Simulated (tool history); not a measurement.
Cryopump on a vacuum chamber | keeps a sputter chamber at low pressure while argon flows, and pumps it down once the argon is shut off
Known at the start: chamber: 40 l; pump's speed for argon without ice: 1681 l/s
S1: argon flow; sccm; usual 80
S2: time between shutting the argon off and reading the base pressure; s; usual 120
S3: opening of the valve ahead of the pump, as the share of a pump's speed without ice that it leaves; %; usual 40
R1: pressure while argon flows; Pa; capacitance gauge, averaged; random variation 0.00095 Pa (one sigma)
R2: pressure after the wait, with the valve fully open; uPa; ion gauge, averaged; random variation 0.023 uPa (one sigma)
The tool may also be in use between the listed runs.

run 1 hour=0 | S1=80 S2=120 S3=40 | R1=0.2041 R2=1.32
run 2 hour=60.6 | S1=33 S2=120 S3=40 | R1=0.0852 R2=1.35
run 3 hour=109.1 | S1=33 S2=120 S3=40 | R1=0.0855 R2=1.38
run 4 hour=162.9 | S1=33 S2=120 S3=40 | R1=0.0861 R2=1.43
run 5 hour=238.6 | S1=33 S2=120 S3=40 | R1=0.0868 R2=1.39
run 6 hour=312.9 | S1=33 S2=120 S3=40 | R1=0.0857 R2=1.5
run 7 hour=363.1 | S1=82 S2=120 S3=40 | R1=0.2138 R2=1.51
run 8 hour=432.7 | S1=80 S2=120 S3=49 | R1=0.175 R2=1.59
run 9 hour=474.2 | S1=80 S2=120 S3=49 | R1=0.1736 R2=1.55
run 10 hour=546.2 | S1=80 S2=120 S3=49 | R1=0.176 R2=1.68
run 11 hour=593.3 | S1=80 S2=120 S3=49 | R1=0.1768 R2=1.66
run 12 hour=638.6 | S1=80 S2=120 S3=49 | R1=0.1772 R2=1.66
run 13 hour=691.5 | S1=80 S2=120 S3=49 | R1=0.178 R2=1.62
run 14 hour=736.7 | S1=80 S2=120 S3=40 | R1=0.2153 R2=1.72
run 15 hour=771.5 | S1=76 S2=23 S3=29 | R1=0.2772 R2=4.14
run 16 hour=832.2 | S1=58 S2=278 S3=40 | R1=0.1577 R2=1.47
-- hour=898.4 pump warmed up, emptied and cooled again
run 17 hour=914.6 | S1=58 S2=278 S3=40 | R1=0.1484 R2=1.35
run 18 hour=993.4 | S1=58 S2=20 S3=40 | R1=0.1513 R2=4.69
run 19 hour=1062.6 | S1=96 S2=120 S3=17 | R1=0.5718 R2=1.69
run 20 hour=1139.4 | S1=96 S2=120 S3=17 | R1=0.5774 R2=1.72
run 21 hour=1187 | S1=154 S2=120 S3=24 | R1=0.6626 R2=1.85
run 22 hour=1226.7 | S1=154 S2=120 S3=24 | R1=0.6613 R2=1.85
run 23 hour=1302.1 | S1=34 S2=120 S3=16 | R1=0.2192 R2=1.8
run 24 hour=1345.3 | S1=34 S2=120 S3=16 | R1=0.2173 R2=1.95
run 25 hour=1417.1 | S1=34 S2=120 S3=16 | R1=0.2173 R2=1.89
run 26 hour=1496.5 | S1=94 S2=120 S3=40 | R1=0.2506 R2=1.95
run 27 hour=1542 | S1=82 S2=120 S3=47 | R1=0.1884 R2=1.95

Hidden state or all else? Some run-to-run changes of R1, split into what the settings, what came in and random variation would give without the hidden state, and what is left for the hidden state (with any gauge scatter that isn't in both results):
The hidden state here: pump's speed, % of a pump's without ice; cold plate's temperature, K; leak into the chamber, uPa l/s; drift of the gauge itself on working_pa, %; drift of the gauge itself on base_upa, %.
Run 18 -> 19: S1 58 -> 96, S2 20 -> 120, S3 40 -> 17. R1 +0.4205 Pa: hidden state +0.0033, all else +0.4172.
Run 22 -> 23: S1 154 -> 34, S3 24 -> 16. R1 -0.4421 Pa: hidden state -0.0115, all else -0.4306.
Run 25 -> 26: S1 34 -> 94, S3 16 -> 40. R1 +0.0333 Pa: hidden state +0.0097, all else +0.0236.
